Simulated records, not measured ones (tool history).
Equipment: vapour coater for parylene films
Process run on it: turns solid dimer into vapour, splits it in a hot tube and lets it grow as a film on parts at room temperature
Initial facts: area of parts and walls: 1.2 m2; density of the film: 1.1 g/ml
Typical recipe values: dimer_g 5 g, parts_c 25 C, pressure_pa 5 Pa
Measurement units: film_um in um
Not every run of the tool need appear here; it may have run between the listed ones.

Run 1, hour 0: usual settings. Result: film_um 1.99 um.
Run 2, hour 12: usual settings. Result: film_um 2.01 um.
Run 3, hour 32: usual settings. Result: film_um 2.03 um.
Run 4, hour 48.2: usual settings. Result: film_um 1.99 um.
Run 5, hour 68: usual settings. Result: film_um 1.98 um.
Run 6, hour 92.9: usual settings. Result: film_um 2.02 um.
Run 7, hour 108: usual settings. Result: film_um 2.02 um.
Run 8, hour 130.8: usual settings. Result: film_um 2.02 um.
Run 9, hour 159: usual settings but parts_c 18 C. Result: film_um 2.43 um.
Run 10, hour 170.9: usual settings but dimer_g 2 g. Result: film_um 0.79 um.
Run 11, hour 186.9: usual settings but dimer_g 2 g. Result: film_um 0.79 um.
Run 12, hour 203.9: usual settings. Result: film_um 2.01 um.
Run 13, hour 231.1: usual settings. Result: film_um 1.99 um.
Run 14, hour 250.2: usual settings but parts_c 24 C, pressure_pa 4.54 Pa. Result: film_um 2.09 um.
Run 15, hour 266.1: usual settings but parts_c 33 C, pressure_pa 4.54 Pa. Result: film_um 1.68 um.
Run 16, hour 289.6: usual settings but dimer_g 6 g, parts_c 18 C, pressure_pa 3.78 Pa. Result: film_um 3.11 um.
Run 17, hour 316.6: usual settings but parts_c 27 C, pressure_pa 2.91 Pa. Result: film_um 2.14 um.

The next listed run, before its measurement:
Run 18, hour 340: usual settings but dimer_g 3 g, parts_c 18 C, pressure_pa 10.78 Pa. Result: film_um ?.

{"run 18": {"film_um": 1.21}}
Had the tool carried no hidden state, the very same run would have given film_um 1.22 um.
